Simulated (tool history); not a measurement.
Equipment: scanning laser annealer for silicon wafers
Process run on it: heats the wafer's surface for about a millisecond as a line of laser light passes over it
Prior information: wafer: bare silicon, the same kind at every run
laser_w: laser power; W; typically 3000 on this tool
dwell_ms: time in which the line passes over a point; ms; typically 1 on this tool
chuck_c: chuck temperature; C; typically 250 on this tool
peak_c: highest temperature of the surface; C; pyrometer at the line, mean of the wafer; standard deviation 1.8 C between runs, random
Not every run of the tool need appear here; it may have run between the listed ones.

| run | hour | laser_w | dwell_ms | chuck_c | peak_c |
|---|---|---|---|---|---|
| 1 | 0 | 3000 | 1 | 250 | 949 |
| 2 | 14.1 | 3000 | 1 | 281 | 981 |
| 3 | 48.2 | 3000 | 1 | 281 | 977 |
| 4 | 78.4 | 3000 | 1 | 281 | 974 |
| 5 | 109.4 | 3000 | 1 | 281 | 971 |
| 6 | 134.7 | 3000 | 1 | 281 | 968 |
| 7 | 159.3 | 3000 | 1 | 281 | 967 |
| 8 | 191.6 | 3000 | 1 | 250 | 932 |
| 9 | 218.4 | 3000 | 1 | 250 | 928 |
| 10 | 233.5 | 3000 | 1 | 250 | 926 |
| 11 | 258.7 | 2692 | 1 | 250 | 857 |
|  | 276 | optics aligned, line set to its width |
| 12 | 297.2 | 2692 | 1 | 250 | 866 |
|  | 317.9 | window over the wafer cleaned |
| 13 | 319.3 | 2692 | 1 | 250 | 909 |
| 14 | 339.4 | 2692 | 1.19 | 250 | 960 |
| 15 | 361.8 | 3000 | 1 | 250 | 979 |
| 16 | 390.2 | 3000 | 1 | 250 | 976 |
| 17 | 420.2 | 2832 | 1 | 250 | 932 |
| 18 | 440.1 | 2832 | 0.8 | 250 | 861 |
| 19 | 459.1 | 3008 | 1 | 230 | 953 |
| 20 | 480.9 | 2937 | 1.22 | 272 | 1047 |
| 21 | 503.6 | 2635 | 0.71 | 250 | 785 |
| 22 | 538.2 | 3090 | 0.87 | 248 | 932 |
| 23 | 573.2 | 3059 | 1 | 288 | 1010 |
| 24 | 593.7 | 3000 | 0.8 | 220 | 855 |
| 25 | 626.4 | 2994 | 0.72 | 250 | 849 |
| 26 | 650 | 3152 | 1 | 262 | 996 |
| 27 | 668.1 | 3152 | 1 | 262 | 998 |
| 28 | 696.4 | 3152 | 1 | 262 | 994 |
| 29 | 720.9 | 3152 | 0.77 | 284 | 930 |
| 30 | 741.3 | 2567 | 1 | 278 | 871 |
| 31 | 764.4 | 2567 | 1 | 278 | 869 |
| 32 | 797.4 | 3060 | 1.07 | 278 | 1004 |
|  | 820.9 | window over the wafer cleaned |
| 33 | 820.9 | 2776 | 1.07 | 267 | 960 |
| 34 | 843.7 | 2791 | 0.73 | 248 | 827 |
| 35 | 863.6 | 2629 | 0.95 | 248 | 866 |
| 36 | 880.5 | 2556 | 0.75 | 244 | 784 |

Predict each of these 3 candidate next runs independently; none follows another, all start after run 36:
| A | 909.4 | 2762 | 1 | 282 | ? |
| B | 909.4 | 3055 | 1 | 222 | ? |
| C | 909.4 | 2925 | 0.79 | 240 | ? |

| run | peak_c |
|---|---|
| A | 945 |
| B | 951 |
| C | 866 |
What these runs would have given with no unlogged condition in the tool:
| run | peak_c |
|---|---|
| A | 961 |
| B | 969 |
| C | 881 |

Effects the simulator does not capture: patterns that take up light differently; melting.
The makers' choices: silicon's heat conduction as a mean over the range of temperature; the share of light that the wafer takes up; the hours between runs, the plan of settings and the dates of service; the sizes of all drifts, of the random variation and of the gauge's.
